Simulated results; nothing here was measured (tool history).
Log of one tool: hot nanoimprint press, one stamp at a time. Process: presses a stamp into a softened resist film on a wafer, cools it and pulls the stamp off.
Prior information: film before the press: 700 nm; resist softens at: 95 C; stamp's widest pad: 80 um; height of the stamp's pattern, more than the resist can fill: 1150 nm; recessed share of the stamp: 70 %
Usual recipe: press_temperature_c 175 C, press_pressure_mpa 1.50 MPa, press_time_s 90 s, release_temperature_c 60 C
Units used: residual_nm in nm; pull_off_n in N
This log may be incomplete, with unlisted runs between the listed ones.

run 1 hour=0.0 | press_temperature_c=175 press_pressure_mpa=1.50 press_time_s=90 release_temperature_c=60 | residual_nm=350.8 pull_off_n=191
run 2 hour=15.3 | press_temperature_c=175 press_pressure_mpa=1.50 press_time_s=90 release_temperature_c=60 | residual_nm=352.6 pull_off_n=165
run 3 hour=25.9 | press_temperature_c=175 press_pressure_mpa=1.50 press_time_s=90 release_temperature_c=60 | residual_nm=350.3 pull_off_n=167
run 4 hour=38.5 | press_temperature_c=175 press_pressure_mpa=1.50 press_time_s=90 release_temperature_c=55 | residual_nm=350.9 pull_off_n=187
run 5 hour=48.4 | press_temperature_c=175 press_pressure_mpa=1.50 press_time_s=90 release_temperature_c=60 | residual_nm=354.5 pull_off_n=172
run 6 hour=58.5 | press_temperature_c=175 press_pressure_mpa=1.50 press_time_s=90 release_temperature_c=60 | residual_nm=352.7 pull_off_n=175
run 7 hour=65.7 | press_temperature_c=175 press_pressure_mpa=1.50 press_time_s=90 release_temperature_c=60 | residual_nm=352.8 pull_off_n=177
run 8 hour=74.2 | press_temperature_c=175 press_pressure_mpa=1.50 press_time_s=122 release_temperature_c=60 | residual_nm=318.1 pull_off_n=178
run 9 hour=86.6 | press_temperature_c=185 press_pressure_mpa=1.50 press_time_s=122 release_temperature_c=60 | residual_nm=204.7 pull_off_n=179
run 10 hour=95.0 | press_temperature_c=165 press_pressure_mpa=1.50 press_time_s=90 release_temperature_c=60 | residual_nm=520.0 pull_off_n=182
run 11 hour=105.8 | press_temperature_c=179 press_pressure_mpa=1.50 press_time_s=90 release_temperature_c=60 | residual_nm=300.1 pull_off_n=183
run 12 hour=111.8 | press_temperature_c=179 press_pressure_mpa=1.50 press_time_s=90 release_temperature_c=60 | residual_nm=296.9 pull_off_n=184
run 13 hour=120.9 | press_temperature_c=179 press_pressure_mpa=1.50 press_time_s=90 release_temperature_c=60 | residual_nm=301.6 pull_off_n=189
run 14 hour=133.9 | press_temperature_c=179 press_pressure_mpa=1.50 press_time_s=90 release_temperature_c=60 | residual_nm=300.0 pull_off_n=191
run 15 hour=142.8 | press_temperature_c=179 press_pressure_mpa=1.50 press_time_s=90 release_temperature_c=60 | residual_nm=300.6 pull_off_n=192
run 16 hour=155.7 | press_temperature_c=175 press_pressure_mpa=1.50 press_time_s=90 release_temperature_c=54 | residual_nm=357.1 pull_off_n=214
run 17 hour=171.5 | press_temperature_c=175 press_pressure_mpa=1.50 press_time_s=90 release_temperature_c=54 | residual_nm=368.8 pull_off_n=184
run 18 hour=179.5 | press_temperature_c=175 press_pressure_mpa=1.50 press_time_s=90 release_temperature_c=54 | residual_nm=365.9 pull_off_n=187
run 19 hour=190.3 | press_temperature_c=182 press_pressure_mpa=1.50 press_time_s=90 release_temperature_c=56 | residual_nm=269.7 pull_off_n=183
run 20 hour=196.5 | press_temperature_c=182 press_pressure_mpa=1.50 press_time_s=90 release_temperature_c=56 | residual_nm=272.5 pull_off_n=189
run 21 hour=208.9 | press_temperature_c=182 press_pressure_mpa=1.50 press_time_s=90 release_temperature_c=56 | residual_nm=243.8 pull_off_n=178
run 22 hour=222.5 | press_temperature_c=185 press_pressure_mpa=1.50 press_time_s=51 release_temperature_c=57 | residual_nm=268.0 pull_off_n=181
run 23 hour=236.0 | press_temperature_c=185 press_pressure_mpa=1.50 press_time_s=51 release_temperature_c=57 | residual_nm=268.2 pull_off_n=183
run 24 hour=248.9 | press_temperature_c=175 press_pressure_mpa=0.98 press_time_s=64 release_temperature_c=60 | residual_nm=448.4 pull_off_n=174
run 25 hour=261.0 | press_temperature_c=175 press_pressure_mpa=0.98 press_time_s=64 release_temperature_c=60 | residual_nm=444.6 pull_off_n=177
run 26 hour=268.5 | press_temperature_c=175 press_pressure_mpa=0.98 press_time_s=64 release_temperature_c=60 | residual_nm=449.3 pull_off_n=181
run 27 hour=280.4 | press_temperature_c=175 press_pressure_mpa=1.11 press_time_s=90 release_temperature_c=49 | residual_nm=383.3 pull_off_n=213
run 28 hour=289.5 | press_temperature_c=175 press_pressure_mpa=1.92 press_time_s=126 release_temperature_c=60 | residual_nm=263.7 pull_off_n=187
run 29 hour=296.7 | press_temperature_c=186 press_pressure_mpa=1.26 press_time_s=63 release_temperature_c=57 | residual_nm=258.7 pull_off_n=196
run 30 hour=308.6 | press_temperature_c=186 press_pressure_mpa=1.26 press_time_s=63 release_temperature_c=57 | residual_nm=262.4 pull_off_n=198

Not shown: 4 entries that the log had between the listed runs. Between which runs, and how does the tool's hidden state differ before and after?
After run 1, before run 2: stamp cleaned and given a new release coat (hour 10.9)
  true temperature over the reading, C: -1.52 -> -1.54; pressure that arrives at the usual setting, %: 99.17 -> 99.14; grip of the stamp's worn release coat, % over a new coat's: 16.4 -> 0.5
  the result without the hidden state subtracted from the measured one, residual_nm: +23.5 -> +24.0 nm; pull_off_n: +32 -> +5 N
After run 16, before run 17: plate thermocouple calibrated (hour 160.1); stamp cleaned and given a new release coat (hour 167.7)
  true temperature over the reading, C: -1.95 -> -2.52; pressure that arrives at the usual setting, %: 98.78 -> 98.76; grip of the stamp's worn release coat, % over a new coat's: 16.7 -> 0.4
  the result without the hidden state subtracted from the measured one, residual_nm: +30.5 -> +39.6 nm; pull_off_n: +37 -> +7 N
After run 20, before run 21: plate thermocouple calibrated, once more (hour 206.1)
  true temperature over the reading, C: -2.59 -> -0.09; pressure that arrives at the usual setting, %: 98.7 -> 98.68; grip of the stamp's worn release coat, % over a new coat's: 3.2 -> 4.3
  the result without the hidden state subtracted from the measured one, residual_nm: +30.9 -> +2.7 nm; pull_off_n: +14 -> +8 N
